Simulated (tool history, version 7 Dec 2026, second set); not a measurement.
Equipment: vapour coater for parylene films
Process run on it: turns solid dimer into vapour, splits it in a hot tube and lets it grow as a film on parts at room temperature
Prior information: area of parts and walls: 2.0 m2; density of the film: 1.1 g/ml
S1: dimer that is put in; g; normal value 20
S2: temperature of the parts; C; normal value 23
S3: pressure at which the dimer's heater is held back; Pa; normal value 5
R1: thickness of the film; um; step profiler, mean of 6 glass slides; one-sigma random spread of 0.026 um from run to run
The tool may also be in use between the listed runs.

Run 1, hour 0.0: usual settings. Result: R1 4.36 um.
Run 2, hour 17.2: usual settings. Result: R1 4.41 um.
Run 3, hour 29.6: usual settings but S2 35 C. Result: R1 2.64 um.
Run 4, hour 40.0: usual settings. Result: R1 4.41 um.
Run 5, hour 58.5: usual settings. Result: R1 4.34 um.
Run 6, hour 66.9: usual settings. Result: R1 4.40 um.
Run 7, hour 81.6: usual settings. Result: R1 4.33 um.
Run 8, hour 94.7: usual settings. Result: R1 4.33 um.
Run 9, hour 104.0: usual settings but S2 30 C. Result: R1 3.25 um.

Estimate the outcome of run 10 from the log above:
Run 10, hour 121.1: usual settings but S2 16 C. Result: R1 ?.

R1: 5.83 um
On a tool with no hidden condition, and with the same random variation, this run would have come out at R1 5.93 um.
